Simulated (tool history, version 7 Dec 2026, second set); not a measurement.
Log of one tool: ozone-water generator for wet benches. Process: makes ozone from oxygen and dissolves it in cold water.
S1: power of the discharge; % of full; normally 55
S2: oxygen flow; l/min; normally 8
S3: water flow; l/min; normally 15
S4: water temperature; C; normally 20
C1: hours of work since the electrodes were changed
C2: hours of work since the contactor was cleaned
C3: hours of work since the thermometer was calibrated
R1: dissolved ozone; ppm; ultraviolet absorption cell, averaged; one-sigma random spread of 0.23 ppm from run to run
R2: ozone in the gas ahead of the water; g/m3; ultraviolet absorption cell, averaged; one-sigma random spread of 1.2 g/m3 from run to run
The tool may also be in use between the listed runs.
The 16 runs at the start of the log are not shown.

| run | hour | S1 | S2 | S3 | S4 | C1 | C2 | C3 | R1 | R2 |
|---|---|---|---|---|---|---|---|---|---|---|
| 17 | 921.6 | 55 | 8 | 15 | 20 | 2373 | 5966 | 3978 | 29.1 | 210 |
|  | 968.5 | water thermometer calibrated |
| 18 | 993.6 | 44 | 8 | 20 | 20 | 2432 | 6026 | 21 | 20.6 | 182.1 |
| 19 | 1031 | 44 | 8 | 20 | 20 | 2463 | 6057 | 52 | 20.7 | 182.6 |
| 20 | 1069.3 | 44 | 8 | 20 | 20 | 2495 | 6088 | 83 | 20.8 | 181 |
|  | 1107.8 | contactor cleaned |
| 21 | 1147.5 | 55 | 5.21 | 15 | 24 | 2556 | 33 | 145 | 30.3 | 258.6 |
| 22 | 1226.7 | 55 | 8 | 10 | 20 | 2622 | 98 | 210 | 38.4 | 208.6 |
| 23 | 1310.1 | 100 | 4.39 | 15 | 18 | 2691 | 168 | 280 | 49.6 | 413.6 |
| 24 | 1373.6 | 97 | 8.99 | 14 | 20 | 2744 | 220 | 332 | 47.1 | 289.6 |
| 25 | 1456.9 | 97 | 8.99 | 14 | 20 | 2813 | 289 | 401 | 47.2 | 290.8 |
| 26 | 1513.4 | 55 | 10.49 | 15 | 14 | 2859 | 336 | 448 | 33.7 | 183.5 |
| 27 | 1589.9 | 75 | 11.53 | 15 | 14 | 2923 | 399 | 511 | 41.6 | 218.1 |
| 28 | 1672.6 | 55 | 14.05 | 10 | 20 | 2991 | 468 | 580 | 33.5 | 159.1 |
| 29 | 1717 | 55 | 6.21 | 10 | 21 | 3028 | 505 | 617 | 39.2 | 232.9 |
| 30 | 1799.8 | 62 | 4.07 | 10 | 21 | 3097 | 573 | 685 | 44.1 | 307.9 |
| 31 | 1850.7 | 62 | 4.07 | 10 | 21 | 3139 | 615 | 727 | 44.4 | 311.5 |
| 32 | 1928.9 | 55 | 12.9 | 15 | 20 | 3203 | 680 | 792 | 28.8 | 164.5 |
| 33 | 2009.6 | 55 | 5.31 | 16 | 17 | 3270 | 747 | 859 | 31.4 | 250.6 |
| 34 | 2050.2 | 45 | 5.7 | 18 | 20 | 3304 | 780 | 892 | 24.1 | 209.8 |

Predict each of these 3 candidate next runs independently; none follows another, all start after run 34:
| A | 2110.5 | 45 | 6.03 | 18 | 20 | 3354 | 830 | 942 | ? | ? |
| B | 2110.5 | 45 | 6.37 | 18 | 20 | 3354 | 830 | 942 | ? | ? |
| C | 2110.5 | 45 | 8.72 | 18 | 22 | 3354 | 830 | 942 | ? | ? |

| run | R1 | R2 |
|---|---|---|
| A | 24 | 204.4 |
| B | 23.5 | 198.8 |
| C | 22.7 | 170.2 |
What these runs would have given with no unlogged condition in the tool:
| run | R1 | R2 |
|---|---|---|
| A | 26.2 | 220.4 |
| B | 25.7 | 214.3 |
| C | 24.8 | 183.6 |
